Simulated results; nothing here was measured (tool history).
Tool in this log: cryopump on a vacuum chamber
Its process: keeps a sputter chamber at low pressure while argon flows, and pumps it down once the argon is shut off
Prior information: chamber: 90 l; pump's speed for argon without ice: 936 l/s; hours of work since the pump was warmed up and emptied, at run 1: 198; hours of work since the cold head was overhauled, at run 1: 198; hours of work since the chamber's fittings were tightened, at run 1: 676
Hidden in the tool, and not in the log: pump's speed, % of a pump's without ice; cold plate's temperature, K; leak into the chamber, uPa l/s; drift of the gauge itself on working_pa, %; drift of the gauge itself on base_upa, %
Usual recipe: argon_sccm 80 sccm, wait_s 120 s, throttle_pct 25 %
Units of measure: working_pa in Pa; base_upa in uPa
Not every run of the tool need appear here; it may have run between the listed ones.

run,hour,argon_sccm,wait_s,throttle_pct,hours of work since the pump was warmed up and emptied,hours of work since the cold head was overhauled,hours of work since the chamber's fittings were tightened,working_pa,base_upa
1,0,80,120,25,198,198,676,0.5948,1.82
2,9.2,80,120,25,205,205,683,0.5902,1.77
3,20.8,80,120,25,214,214,693,0.5902,1.82
4,28.2,80,120,25,220,220,699,0.5881,1.83
5,43.5,80,258,25,233,233,711,0.5893,1.19
6,54.8,80,258,25,242,242,720,0.5924,1.25
7,63.8,80,24,25,249,249,727,0.5927,6.17
8,80.8,80,24,25,262,262,741,0.5952,6.23
9,93.6,80,24,40,273,273,751,0.3783,6.09
10,106.8,57,120,25,283,283,761,0.423,1.87
11,120.8,70,62,25,294,294,772,0.5204,2.88
12,135.2,111,259,15,306,306,784,1.3604,1.23
13,144.6,37,21,35,313,313,791,0.1997,6.87
14,159.3,80,27,19,325,325,803,0.7782,5.59
15,171.1,130,40,59,334,334,813,0.43,4.12
16,184.1,130,40,59,345,345,823,0.4285,4.03
17,193.6,45,99,26,352,352,831,0.3235,2.14
18,205.1,45,125,26,361,361,840,0.3263,1.89
19,217.6,45,104,26,371,371,850,0.3234,2.01
20,225,45,104,26,377,377,856,0.3255,2.02

Alternative continuations, all from the tool just after run 20; predict every row:
A,237.3,44,47,19,387,387,865,?,?
B,237.3,80,120,60,387,387,865,?,?
C,237.3,114,128,31,387,387,865,?,?
D,237.3,37,261,25,387,387,865,?,?
E,237.3,150,201,26,387,387,865,?,?

run,working_pa,base_upa
A,0.4305,3.58
B,0.2639,1.88
C,0.696,1.84
D,0.2776,1.31
E,1.0857,1.47
The same runs, with their run-to-run variation unchanged, on a tool lacking any hidden condition would have given:
run,working_pa,base_upa
A,0.4176,3.07
B,0.2405,1.36
C,0.6626,1.34
D,0.2667,0.81
E,1.0417,0.96

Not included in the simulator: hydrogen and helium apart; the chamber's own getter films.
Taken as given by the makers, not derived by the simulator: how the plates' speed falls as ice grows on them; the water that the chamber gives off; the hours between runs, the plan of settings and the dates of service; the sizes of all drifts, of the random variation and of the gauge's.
